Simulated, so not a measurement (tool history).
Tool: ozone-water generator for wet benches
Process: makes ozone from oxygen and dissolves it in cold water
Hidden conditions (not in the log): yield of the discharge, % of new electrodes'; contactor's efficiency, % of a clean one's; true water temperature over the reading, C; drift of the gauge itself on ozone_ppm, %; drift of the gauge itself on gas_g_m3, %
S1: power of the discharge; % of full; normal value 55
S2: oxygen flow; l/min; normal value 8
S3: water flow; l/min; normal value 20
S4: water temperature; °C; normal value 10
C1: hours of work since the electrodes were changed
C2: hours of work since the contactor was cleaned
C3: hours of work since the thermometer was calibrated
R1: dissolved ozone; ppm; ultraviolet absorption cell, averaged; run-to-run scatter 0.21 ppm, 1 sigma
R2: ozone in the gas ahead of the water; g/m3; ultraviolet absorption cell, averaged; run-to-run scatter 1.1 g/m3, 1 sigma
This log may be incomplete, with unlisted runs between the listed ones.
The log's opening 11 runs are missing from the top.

{"run": 12, "hour": 838.8, "S1": 55, "S2": 8, "S3": 20, "S4": 10, "C1": 2675, "C2": 5730, "C3": 2383, "R1": 28.7, "R2": 175.5}
{"run": 13, "hour": 916.4, "S1": 55, "S2": 8, "S3": 20, "S4": 10, "C1": 2724, "C2": 5780, "C3": 2432, "R1": 28.4, "R2": 176.6}
{"run": 14, "hour": 977.3, "S1": 55, "S2": 8, "S3": 20, "S4": 10, "C1": 2763, "C2": 5819, "C3": 2471, "R1": 28.6, "R2": 176.1}
{"run": 15, "hour": 1061.4, "S1": 55, "S2": 8, "S3": 20, "S4": 10, "C1": 2816, "C2": 5872, "C3": 2525, "R1": 28.4, "R2": 175.6}
{"run": 16, "hour": 1138.3, "S1": 55, "S2": 8, "S3": 20, "S4": 17, "C1": 2865, "C2": 5921, "C3": 2574, "R1": 25.4, "R2": 176.1}
{"run": 17, "hour": 1215.3, "S1": 57, "S2": 8, "S3": 20, "S4": 6, "C1": 2914, "C2": 5970, "C3": 2623, "R1": 30.7, "R2": 181.2}
{"run": 18, "hour": 1300.3, "S1": 44, "S2": 5.22, "S3": 19, "S4": 10, "C1": 2969, "C2": 6024, "C3": 2677, "R1": 24.7, "R2": 187.9}
{"run": 19, "hour": 1389.2, "S1": 55, "S2": 5.52, "S3": 20, "S4": 5, "C1": 3025, "C2": 6081, "C3": 2734, "R1": 29.4, "R2": 213}
{"run": 20, "hour": 1461.7, "S1": 55, "S2": 5.52, "S3": 20, "S4": 5, "C1": 3071, "C2": 6127, "C3": 2780, "R1": 29.2, "R2": 213.4}
{"hour": 1481.9, "done": "water thermometer calibrated"}
{"run": 21, "hour": 1520.2, "S1": 55, "S2": 5.52, "S3": 20, "S4": 5, "C1": 3108, "C2": 6164, "C3": 24, "R1": 29.9, "R2": 213.7}
{"run": 22, "hour": 1604.4, "S1": 55, "S2": 5.52, "S3": 24, "S4": 5, "C1": 3162, "C2": 6218, "C3": 78, "R1": 25.3, "R2": 211.9}
{"run": 23, "hour": 1661.1, "S1": 58, "S2": 7.68, "S3": 32, "S4": 5, "C1": 3198, "C2": 6254, "C3": 114, "R1": 21.9, "R2": 185.4}
{"run": 24, "hour": 1765.6, "S1": 57, "S2": 7.68, "S3": 18, "S4": 5, "C1": 3265, "C2": 6321, "C3": 181, "R1": 33.2, "R2": 182.8}
{"run": 25, "hour": 1869.3, "S1": 57, "S2": 7.68, "S3": 18, "S4": 5, "C1": 3331, "C2": 6387, "C3": 247, "R1": 33.6, "R2": 181}
{"run": 26, "hour": 1945.5, "S1": 83, "S2": 8, "S3": 20, "S4": 7, "C1": 3379, "C2": 6435, "C3": 295, "R1": 39.3, "R2": 233.3}
{"run": 27, "hour": 2049.9, "S1": 83, "S2": 8, "S3": 20, "S4": 7, "C1": 3446, "C2": 6502, "C3": 362, "R1": 39.2, "R2": 233.2}
{"run": 28, "hour": 2120.3, "S1": 83, "S2": 8, "S3": 20, "S4": 7, "C1": 3491, "C2": 6546, "C3": 407, "R1": 38.9, "R2": 232}
{"run": 29, "hour": 2202.6, "S1": 75, "S2": 8, "S3": 20, "S4": 6, "C1": 3543, "C2": 6599, "C3": 459, "R1": 36.7, "R2": 216.6}
{"run": 30, "hour": 2307.4, "S1": 75, "S2": 8, "S3": 20, "S4": 6, "C1": 3610, "C2": 6666, "C3": 526, "R1": 36.7, "R2": 216.8}
{"run": 31, "hour": 2390.9, "S1": 75, "S2": 8, "S3": 20, "S4": 6, "C1": 3663, "C2": 6719, "C3": 579, "R1": 36.3, "R2": 217.8}
{"run": 32, "hour": 2495.2, "S1": 75, "S2": 8, "S3": 20, "S4": 6, "C1": 3729, "C2": 6785, "C3": 646, "R1": 36.6, "R2": 215.5}

Predict each of these 3 candidate next runs independently; none follows another, all start after run 32:
{"run": "A", "hour": 2573.1, "S1": 70, "S2": 8, "S3": 23, "S4": 10, "C1": 3779, "C2": 6835, "C3": 695, "R1": "?", "R2": "?"}
{"run": "B", "hour": 2573.1, "S1": 79, "S2": 8, "S3": 20, "S4": 10, "C1": 3779, "C2": 6835, "C3": 695, "R1": "?", "R2": "?"}
{"run": "C", "hour": 2573.1, "S1": 76, "S2": 8, "S3": 20, "S4": 6, "C1": 3779, "C2": 6835, "C3": 695, "R1": "?", "R2": "?"}

run=A R1=29.5 R2=204.3
run=B R1=35.3 R2=221.4
run=C R1=36.7 R2=218.4
Stripped of hidden state, with their random variation kept, the same runs would have yielded:
run=A R1=33.8 R2=222.3
run=B R1=40.7 R2=242.8
run=C R1=42.2 R2=238.9
